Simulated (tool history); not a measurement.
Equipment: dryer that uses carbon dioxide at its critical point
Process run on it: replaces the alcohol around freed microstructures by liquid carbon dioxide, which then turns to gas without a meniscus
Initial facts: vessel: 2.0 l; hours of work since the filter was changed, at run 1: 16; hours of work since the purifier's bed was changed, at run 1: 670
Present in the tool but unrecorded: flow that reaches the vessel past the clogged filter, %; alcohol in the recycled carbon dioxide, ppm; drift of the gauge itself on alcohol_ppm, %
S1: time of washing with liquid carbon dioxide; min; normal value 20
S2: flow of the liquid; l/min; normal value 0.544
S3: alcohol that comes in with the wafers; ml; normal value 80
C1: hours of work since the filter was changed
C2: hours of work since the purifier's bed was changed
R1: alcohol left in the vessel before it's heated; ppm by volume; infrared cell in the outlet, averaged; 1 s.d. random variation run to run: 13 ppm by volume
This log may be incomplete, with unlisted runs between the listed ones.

Run 1, hour 0.0: usual settings; C1 16; C2 670. Result: R1 964 ppm by volume.
Run 2, hour 49.4: usual settings but S3 39 ml; C1 49; C2 704. Result: R1 575 ppm by volume.
Run 3, hour 87.2: usual settings but S3 39 ml; C1 75; C2 729. Result: R1 594 ppm by volume.
Run 4, hour 133.0: usual settings but S1 25 min; C1 106; C2 760. Result: R1 527 ppm by volume.
At hour 177.6: purifier's bed changed.
Run 5, hour 186.6: usual settings but S1 25 min; C1 140; C2 6. Result: R1 348 ppm by volume.
Run 6, hour 246.0: usual settings but S1 25 min; C1 180; C2 46. Result: R1 391 ppm by volume.
Run 7, hour 283.2: usual settings but S1 25 min; C1 205; C2 71. Result: R1 388 ppm by volume.
Run 8, hour 335.7: usual settings but S1 25 min; C1 240; C2 106. Result: R1 399 ppm by volume.
Run 9, hour 364.3: usual settings but S1 25 min; C1 260; C2 126. Result: R1 416 ppm by volume.
Run 10, hour 419.0: usual settings but S2 0.394 l/min; C1 296; C2 163. Result: R1 2863 ppm by volume.
Run 11, hour 456.5: usual settings but S2 0.394 l/min; C1 322; C2 188. Result: R1 2764 ppm by volume.
Run 12, hour 485.1: usual settings but S2 0.394 l/min, S3 26 ml; C1 341; C2 207. Result: R1 978 ppm by volume.
Run 13, hour 526.8: usual settings but S2 0.394 l/min, S3 26 ml; C1 369; C2 235. Result: R1 1004 ppm by volume.
Run 14, hour 564.7: usual settings but S3 59 ml; C1 394; C2 261. Result: R1 817 ppm by volume.
At hour 599.4: inlet filter changed.
Run 15, hour 617.5: usual settings but S1 16 min, S3 59 ml; C1 12; C2 296. Result: R1 1330 ppm by volume.
Run 16, hour 655.6: usual settings but S1 13 min, S2 0.667 l/min, S3 27 ml; C1 38; C2 321. Result: R1 686 ppm by volume.
Run 17, hour 710.0: usual settings but S1 13 min, S2 0.667 l/min, S3 27 ml; C1 74; C2 358. Result: R1 693 ppm by volume.
Run 18, hour 768.3: usual settings but S1 13 min, S2 0.667 l/min, S3 27 ml; C1 114; C2 397. Result: R1 719 ppm by volume.
Run 19, hour 835.2: usual settings but S1 13 min, S2 0.667 l/min, S3 27 ml; C1 159; C2 442. Result: R1 750 ppm by volume.
Run 20, hour 875.0: usual settings but S1 17 min, S2 0.502 l/min, S3 30 ml; C1 186; C2 469. Result: R1 892 ppm by volume.
Run 21, hour 939.4: usual settings but S1 17 min, S2 0.502 l/min, S3 30 ml; C1 229; C2 512. Result: R1 898 ppm by volume.
Run 22, hour 979.0: usual settings but S1 17 min, S2 0.502 l/min, S3 30 ml; C1 256; C2 539. Result: R1 923 ppm by volume.
Run 23, hour 1038.5: usual settings but S1 17 min, S2 0.502 l/min, S3 30 ml; C1 296; C2 579. Result: R1 950 ppm by volume.
Run 24, hour 1072.8: usual settings but S1 16 min, S2 0.502 l/min, S3 30 ml; C1 319; C2 602. Result: R1 1105 ppm by volume.
Run 25, hour 1115.8: usual settings but S2 0.483 l/min, S3 35 ml; C1 348; C2 631. Result: R1 836 ppm by volume.
Run 26, hour 1162.2: usual settings but S2 0.483 l/min, S3 35 ml; C1 379; C2 663. Result: R1 818 ppm by volume.
Run 27, hour 1198.5: usual settings but S2 0.483 l/min, S3 35 ml; C1 404; C2 687. Result: R1 847 ppm by volume.
At hour 1218.9: inlet filter changed.
Run 28, hour 1243.3: usual settings but S1 17 min, S2 0.609 l/min, S3 35 ml; C1 16; C2 717. Result: R1 585 ppm by volume.

Each row is a separate what-if for the run after 28, all from the same tool condition, not one after another. Results?
Run A, hour 1294.4: usual settings but S1 31 min, S2 0.377 l/min, S3 35 ml; C1 51; C2 751. Result: R1 ?.
Run B, hour 1294.4: usual settings but S1 18 min, S2 0.523 l/min, S3 21 ml; C1 51; C2 751. Result: R1 ?.
Run C, hour 1294.4: usual settings but S2 0.477 l/min, S3 44 ml; C1 51; C2 751. Result: R1 ?.

run   R1
  A  457
  B  550
  C  897
Had the tool no hidden state, the same runs would have come out as:
run   R1
  A  270
  B  359
  C  699

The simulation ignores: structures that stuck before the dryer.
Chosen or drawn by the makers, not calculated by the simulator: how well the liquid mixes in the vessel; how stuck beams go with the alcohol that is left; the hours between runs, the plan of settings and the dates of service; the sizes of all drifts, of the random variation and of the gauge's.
